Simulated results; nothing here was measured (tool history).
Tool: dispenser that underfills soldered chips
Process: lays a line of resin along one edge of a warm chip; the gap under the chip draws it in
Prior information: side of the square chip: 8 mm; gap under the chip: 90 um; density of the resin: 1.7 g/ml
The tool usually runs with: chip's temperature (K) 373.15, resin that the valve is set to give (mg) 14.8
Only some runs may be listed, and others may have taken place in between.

| run | hour | chip's temperature (K) | resin that the valve is set to give (mg) | time until the resin shows at the far edge (s) | resin that the valve gave (mg) |
|---|---|---|---|---|---|
| 1 | 0.0 | 373.15 | 14.8 | 33.6 | 14.21 |
| 2 | 4.8 | 373.15 | 14.8 | 41.1 | 14.16 |
| 3 | 10.1 | 373.15 | 14.8 | 51.6 | 14.14 |
|  | 14.7 | new syringe of resin |
| 4 | 17.6 | 373.15 | 13.7 | 31.9 | 13.07 |
| 5 | 24.5 | 373.15 | 14.8 | 42.3 | 14.10 |
| 6 | 31.0 | 373.15 | 13.3 | 58.1 | 12.50 |
|  | 32.4 | new syringe of resin |
| 7 | 39.6 | 373.15 | 17.2 | 38.7 | 16.36 |
| 8 | 49.3 | 373.15 | 17.8 | 60.9 | 16.83 |
|  | 50.3 | new syringe of resin |
| 9 | 54.3 | 373.15 | 17.8 | 33.2 | 16.80 |
|  | 59.7 | dispensing valve cleaned and set on the balance |
| 10 | 64.9 | 373.15 | 14.8 | 52.3 | 14.75 |
|  | 69.9 | new syringe of resin |
| 11 | 71.7 | 367.15 | 14.4 | 35.6 | 14.35 |
| 12 | 81.2 | 383.15 | 12.9 | 36.9 | 12.69 |
| 13 | 86.4 | 383.15 | 12.9 | 47.2 | 12.81 |
|  | 88.1 | new syringe of resin |
| 14 | 91.5 | 383.15 | 12.9 | 25.8 | 12.75 |
| 15 | 96.0 | 374.15 | 15.6 | 38.4 | 15.37 |
| 16 | 104.9 | 369.15 | 16.0 | 64.5 | 15.67 |
|  | 106.0 | new syringe of resin |
| 17 | 111.1 | 385.15 | 14.8 | 25.1 | 14.48 |
| 18 | 119.8 | 385.15 | 14.8 | 37.3 | 14.58 |
|  | 123.6 | new syringe of resin |
| 19 | 126.3 | 376.15 | 14.8 | 28.6 | 14.55 |

Predict each of these 3 candidate next runs independently; none follows another, all start after run 19:
| A | 136.3 | 381.15 | 17.9 | ? | ? |
| B | 136.3 | 374.15 | 14.9 | ? | ? |
| C | 136.3 | 385.15 | 15.9 | ? | ? |

| run | time until the resin shows at the far edge (s) | resin that the valve gave (mg) |
|---|---|---|
| A | 39.9 | 17.43 |
| B | 48.7 | 14.50 |
| C | 35.7 | 15.66 |
Without the tool's hidden state the same runs would have given:
| run | time until the resin shows at the far edge (s) | resin that the valve gave (mg) |
|---|---|---|
| A | 22.2 | 17.87 |
| B | 26.9 | 14.87 |
| C | 19.5 | 16.05 |
